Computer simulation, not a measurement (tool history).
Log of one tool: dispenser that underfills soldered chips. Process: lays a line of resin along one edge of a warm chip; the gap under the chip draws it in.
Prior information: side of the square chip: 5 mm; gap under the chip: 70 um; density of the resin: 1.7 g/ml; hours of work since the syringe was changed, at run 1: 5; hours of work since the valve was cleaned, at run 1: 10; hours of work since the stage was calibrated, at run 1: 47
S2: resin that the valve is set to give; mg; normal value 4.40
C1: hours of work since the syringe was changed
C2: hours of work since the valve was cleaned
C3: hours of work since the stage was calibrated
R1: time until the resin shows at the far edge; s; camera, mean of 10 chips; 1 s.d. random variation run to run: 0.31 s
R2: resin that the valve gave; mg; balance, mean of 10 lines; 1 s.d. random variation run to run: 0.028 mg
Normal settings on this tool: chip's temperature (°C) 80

Run 1, day 0.000: usual settings; C1 5; C2 10; C3 47. Result: R1 13.2 s, R2 4.36 mg.
Run 2, day 0.104: usual settings but S2 4.68 mg; C1 6; C2 12; C3 48. Result: R1 14.8 s, R2 4.64 mg.
At day 0.175: new syringe of resin.
Run 3, day 0.262: usual settings; C1 1; C2 14; C3 51. Result: R1 10.0 s, R2 4.33 mg.
Run 4, day 0.450: usual settings but S2 4.61 mg; C1 4; C2 17; C3 54. Result: R1 12.7 s, R2 4.56 mg.
Run 5, day 0.575: usual settings but S2 4.61 mg; C1 6; C2 19; C3 56. Result: R1 14.8 s, R2 4.53 mg.
At day 0.629: new syringe of resin.
Run 6, day 0.812: usual settings; C1 3; C2 22; C3 59. Result: R1 11.3 s, R2 4.37 mg.
Run 7, day 0.942: usual settings; C1 5; C2 24; C3 61. Result: R1 13.0 s, R2 4.35 mg.
At day 1.092: new syringe of resin.
Run 8, day 1.179: usual settings; C1 1; C2 28; C3 65. Result: R1 9.9 s, R2 4.34 mg.
Run 9, day 1.338: usual settings; C1 4; C2 30; C3 67. Result: R1 12.1 s, R2 4.28 mg.
Run 10, day 1.454: usual settings; C1 6; C2 32; C3 69. Result: R1 14.4 s, R2 4.24 mg.
At day 1.550: new syringe of resin.
Run 11, day 1.646: usual settings but chip's temperature (°C) 71, S2 5.23 mg; C1 2; C2 35; C3 72. Result: R1 15.1 s, R2 5.04 mg.
Run 12, day 1.904: usual settings but chip's temperature (°C) 84, S2 4.44 mg; C1 6; C2 39; C3 76. Result: R1 12.4 s, R2 4.29 mg.
At day 2.021: new syringe of resin.
Run 13, day 2.046: usual settings but chip's temperature (°C) 88, S2 3.77 mg; C1 0; C2 41; C3 78. Result: R1 6.7 s, R2 3.63 mg.
Run 14, day 2.288: usual settings but chip's temperature (°C) 71, S2 5.40 mg; C1 4; C2 45; C3 82. Result: R1 19.1 s, R2 5.14 mg.
At day 2.479: new syringe of resin.
Run 15, day 2.504: usual settings but chip's temperature (°C) 71, S2 5.40 mg; C1 0; C2 48; C3 85. Result: R1 14.3 s, R2 5.18 mg.
Run 16, day 2.742: usual settings but chip's temperature (°C) 85, S2 4.66 mg; C1 4; C2 52; C3 89. Result: R1 9.8 s, R2 4.44 mg.
At day 2.938: new syringe of resin.
Run 17, day 2.975: usual settings but S2 4.90 mg; C1 1; C2 55; C3 92. Result: R1 9.7 s, R2 4.66 mg.

Take each entry between the runs: how does the hidden state at the last listed run before it differ from the hidden state at the first listed run after it?
In the gap between runs 2 and 3: new syringe of resin (day 0.175)
  resin's viscosity, % of fresh resin's: 165.8 -> 112.6; dose that the valve gives, % of what is set: 99.02 -> 98.8; true chip temperature over the reading, C: -0.13 -> -0.15
  what was measured, less what the result would be without the hidden state, R1: +5.9 -> +1.2 s; R2: -0.05 -> -0.05 mg
In the gap between runs 5 and 6: new syringe of resin (day 0.629)
  resin's viscosity, % of fresh resin's: 164 -> 124.4; dose that the valve gives, % of what is set: 98.34 -> 98.03; true chip temperature over the reading, C: -0.18 -> -0.2
  what was measured, less what the result would be without the hidden state, R1: +5.8 -> +2.4 s; R2: -0.07 -> -0.08 mg
In the gap between runs 7 and 8: new syringe of resin (day 1.092)
  resin's viscosity, % of fresh resin's: 145.3 -> 111; dose that the valve gives, % of what is set: 97.87 -> 97.54; true chip temperature over the reading, C: -0.21 -> -0.24
  what was measured, less what the result would be without the hidden state, R1: +4.2 -> +1.1 s; R2: -0.09 -> -0.11 mg
In the gap between runs 10 and 11: new syringe of resin (day 1.550)
  resin's viscosity, % of fresh resin's: 154.8 -> 114.3; dose that the valve gives, % of what is set: 97.15 -> 96.92; true chip temperature over the reading, C: -0.27 -> -0.28
  what was measured, less what the result would be without the hidden state, R1: +5.3 -> +2.2 s; R2: -0.13 -> -0.16 mg
In the gap between runs 12 and 13: new syringe of resin (day 2.021)
  resin's viscosity, % of fresh resin's: 156.2 -> 103.7; dose that the valve gives, % of what is set: 96.54 -> 96.37; true chip temperature over the reading, C: -0.31 -> -0.32
  what was measured, less what the result would be without the hidden state, R1: +4.4 -> +0.4 s; R2: -0.16 -> -0.14 mg
In the gap between runs 14 and 15: new syringe of resin (day 2.479)
  resin's viscosity, % of fresh resin's: 138.9 -> 103.7; dose that the valve gives, % of what is set: 96.01 -> 95.73; true chip temperature over the reading, C: -0.35 -> -0.37
  what was measured, less what the result would be without the hidden state, R1: +5.7 -> +0.8 s; R2: -0.22 -> -0.24 mg
In the gap between runs 16 and 17: new syringe of resin (day 2.938)
  resin's viscosity, % of fresh resin's: 138.5 -> 107; dose that the valve gives, % of what is set: 95.41 -> 95.1; true chip temperature over the reading, C: -0.39 -> -0.41
  what was measured, less what the result would be without the hidden state, R1: +2.9 -> +0.8 s; R2: -0.22 -> -0.24 mg
